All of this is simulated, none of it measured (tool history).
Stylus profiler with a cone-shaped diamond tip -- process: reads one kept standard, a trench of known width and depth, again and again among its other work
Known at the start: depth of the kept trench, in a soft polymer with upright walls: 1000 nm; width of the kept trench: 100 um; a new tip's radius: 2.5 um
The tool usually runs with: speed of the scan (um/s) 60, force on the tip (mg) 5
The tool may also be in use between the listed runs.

run	day	speed of the scan (um/s)	force on the tip (mg)	depth of the trench (nm)	width of the trench's floor (um)
1	0	60	5	1018.77	95.02
2	0.612	60	5	1018.88	94.97
3	1.729	60	5	1018.67	94.97
4	2.296	60	5	1018.82	94.96
5	3.317	60	5	1018.39	94.93
6	3.992	78	5	1018.74	94.78
7	4.608	44	4.38	1016.95	94.98
8	5.467	60	4.28	1017.11	94.87
9	6.196	60	4.28	1016.27	94.85
10	7.042	72	4.46	1016.99	94.77
11	7.529	72	4.46	1017.12	94.73
12	8.096	189	5	1018.47	94.28

For some of the steps in depth of the trench (nm) from one run to the next: how much would appear even if the tool had no hidden state, given the settings, what came in and random variation, and how much remains for the hidden state plus any gauge scatter that the measured result and the result without hidden state don't share?
Unlogged tool condition in this case: radius of the tip, um; height scale over the true one, %; drift of the gauge itself on depth_nm, %; drift of the gauge itself on floor_um, %.
Run 2 -> 3: settings left as they were, no log entry in between. depth of the trench (nm) -0.21: hidden state -0.04, all else -0.17.
Run 6 -> 7: speed of the scan (um/s) 78 -> 44, force on the tip (mg) 5 -> 4.38. depth of the trench (nm) -1.79: hidden state -0.04, all else -1.75.

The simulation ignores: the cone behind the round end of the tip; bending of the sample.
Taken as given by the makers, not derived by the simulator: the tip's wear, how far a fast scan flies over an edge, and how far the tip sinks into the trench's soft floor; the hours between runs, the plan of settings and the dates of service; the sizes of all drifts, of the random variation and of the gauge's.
